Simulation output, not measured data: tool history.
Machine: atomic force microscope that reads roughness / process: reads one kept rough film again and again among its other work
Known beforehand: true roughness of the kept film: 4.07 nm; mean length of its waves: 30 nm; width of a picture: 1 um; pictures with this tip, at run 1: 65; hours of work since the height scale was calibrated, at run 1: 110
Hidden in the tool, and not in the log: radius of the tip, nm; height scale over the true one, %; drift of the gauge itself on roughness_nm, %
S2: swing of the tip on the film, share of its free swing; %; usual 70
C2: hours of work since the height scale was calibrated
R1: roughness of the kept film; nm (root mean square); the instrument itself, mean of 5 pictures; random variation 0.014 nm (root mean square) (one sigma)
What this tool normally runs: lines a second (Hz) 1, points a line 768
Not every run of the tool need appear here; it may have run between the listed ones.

run 1 hour=0 | lines_a_second_(Hz)=1 S2=70 points_a_line=768 | pictures_with_this_tip=65 C2=110 | R1=3.05
-- hour=7.4 new tip fitted
run 2 hour=49 | lines_a_second_(Hz)=1 S2=70 points_a_line=622 | pictures_with_this_tip=59 C2=144 | R1=3.043
-- hour=58.7 new tip fitted
run 3 hour=101.3 | lines_a_second_(Hz)=1 S2=70 points_a_line=768 | pictures_with_this_tip=60 C2=180 | R1=3.056
-- hour=108.5 new tip fitted
run 4 hour=139.6 | lines_a_second_(Hz)=1 S2=70 points_a_line=768 | pictures_with_this_tip=44 C2=206 | R1=3.126
-- hour=161.5 new tip fitted
run 5 hour=202 | lines_a_second_(Hz)=1 S2=70 points_a_line=768 | pictures_with_this_tip=57 C2=249 | R1=3.031
-- hour=209.3 new tip fitted
run 6 hour=240.9 | lines_a_second_(Hz)=3.51 S2=70 points_a_line=768 | pictures_with_this_tip=45 C2=276 | R1=2.76
-- hour=257.9 new tip fitted
run 7 hour=284.7 | lines_a_second_(Hz)=3.51 S2=70 points_a_line=768 | pictures_with_this_tip=38 C2=306 | R1=2.771
-- hour=309.1 new tip fitted
-- hour=358.8 new tip fitted
run 8 hour=358.8 | lines_a_second_(Hz)=3.51 S2=70 points_a_line=356 | pictures_with_this_tip=0 C2=357 | R1=3.024
-- hour=412.7 new tip fitted
run 9 hour=423.9 | lines_a_second_(Hz)=3.67 S2=70 points_a_line=768 | pictures_with_this_tip=16 C2=402 | R1=2.898
-- hour=465.8 new tip fitted
run 10 hour=476.8 | lines_a_second_(Hz)=3.67 S2=70 points_a_line=768 | pictures_with_this_tip=15 C2=439 | R1=2.931
-- hour=520.1 new tip fitted
run 11 hour=541.1 | lines_a_second_(Hz)=3.67 S2=70 points_a_line=768 | pictures_with_this_tip=29 C2=483 | R1=2.833
-- hour=574.7 new tip fitted
run 12 hour=588.8 | lines_a_second_(Hz)=3.67 S2=70 points_a_line=768 | pictures_with_this_tip=20 C2=516 | R1=2.884
-- hour=625.9 new tip fitted
run 13 hour=627.5 | lines_a_second_(Hz)=1 S2=70 points_a_line=768 | pictures_with_this_tip=2 C2=543 | R1=3.375
-- hour=676 new tip fitted
run 14 hour=702.2 | lines_a_second_(Hz)=1 S2=70 points_a_line=768 | pictures_with_this_tip=37 C2=594 | R1=3.174
-- hour=729.8 new tip fitted
run 15 hour=741.8 | lines_a_second_(Hz)=1 S2=70 points_a_line=642 | pictures_with_this_tip=17 C2=622 | R1=3.275
-- hour=745.9 height scale calibrated on a step standard
-- hour=780 new tip fitted
run 16 hour=789.1 | lines_a_second_(Hz)=1 S2=70 points_a_line=642 | pictures_with_this_tip=12 C2=30 | R1=3.323
run 17 hour=826.7 | lines_a_second_(Hz)=1 S2=70 points_a_line=642 | pictures_with_this_tip=66 C2=56 | R1=2.996
-- hour=833.4 new tip fitted
-- hour=885.3 new tip fitted
run 18 hour=898.2 | lines_a_second_(Hz)=1 S2=70 points_a_line=642 | pictures_with_this_tip=18 C2=105 | R1=3.26
-- hour=934.6 new tip fitted
run 19 hour=948.4 | lines_a_second_(Hz)=1 S2=70 points_a_line=642 | pictures_with_this_tip=19 C2=140 | R1=3.262
-- hour=986 new tip fitted
run 20 hour=1022.4 | lines_a_second_(Hz)=1 S2=70 points_a_line=642 | pictures_with_this_tip=51 C2=191 | R1=3.077
-- hour=1038.7 new tip fitted
run 21 hour=1070.4 | lines_a_second_(Hz)=1 S2=70 points_a_line=477 | pictures_with_this_tip=45 C2=224 | R1=3.044
-- hour=1088.4 new tip fitted
-- hour=1093.9 height scale calibrated on a step standard, once more
run 22 hour=1135.6 | lines_a_second_(Hz)=1 S2=81 points_a_line=362 | pictures_with_this_tip=65 C2=29 | R1=2.856
-- hour=1141.4 new tip fitted
-- hour=1192.1 new tip fitted
run 23 hour=1195.8 | lines_a_second_(Hz)=1 S2=70 points_a_line=339 | pictures_with_this_tip=6 C2=70 | R1=3.349
run 24 hour=1227.7 | lines_a_second_(Hz)=1 S2=70 points_a_line=339 | pictures_with_this_tip=51 C2=93 | R1=3.038
-- hour=1241.3 new tip fitted
run 25 hour=1274.3 | lines_a_second_(Hz)=0.93 S2=56 points_a_line=335 | pictures_with_this_tip=47 C2=125 | R1=3.166
-- hour=1292.1 new tip fitted
run 26 hour=1326.7 | lines_a_second_(Hz)=3.92 S2=57 points_a_line=491 | pictures_with_this_tip=49 C2=161 | R1=2.968
-- hour=1342.3 new tip fitted
-- hour=1390.5 new tip fitted
run 27 hour=1390.5 | lines_a_second_(Hz)=0.75 S2=58 points_a_line=768 | pictures_with_this_tip=0 C2=205 | R1=3.516
-- hour=1439.5 new tip fitted
run 28 hour=1459 | lines_a_second_(Hz)=0.75 S2=58 points_a_line=768 | pictures_with_this_tip=28 C2=252 | R1=3.35
-- hour=1491.8 new tip fitted
run 29 hour=1517.4 | lines_a_second_(Hz)=0.75 S2=58 points_a_line=768 | pictures_with_this_tip=37 C2=292 | R1=3.278
-- hour=1543.3 new tip fitted
run 30 hour=1558.1 | lines_a_second_(Hz)=0.75 S2=58 points_a_line=768 | pictures_with_this_tip=21 C2=320 | R1=3.389
-- hour=1593.4 new tip fitted
run 31 hour=1617.9 | lines_a_second_(Hz)=0.75 S2=58 points_a_line=768 | pictures_with_this_tip=35 C2=362 | R1=3.272
-- hour=1641.1 new tip fitted
-- hour=1690.8 new tip fitted
run 32 hour=1690.8 | lines_a_second_(Hz)=0.52 S2=86 points_a_line=768 | pictures_with_this_tip=0 C2=412 | R1=3.396
-- hour=1740.8 new tip fitted
run 33 hour=1749.9 | lines_a_second_(Hz)=0.52 S2=86 points_a_line=768 | pictures_with_this_tip=13 C2=453 | R1=3.259

The next listed run, before its measurement:
run 34 hour=1782.1 | lines_a_second_(Hz)=0.52 S2=56 points_a_line=597 | pictures_with_this_tip=59 C2=475 | R1=?

R1: 3.121 nm (root mean square)
With the hidden condition absent and the run-to-run variation left alone, this run would have shown R1 3.565 nm (root mean square).
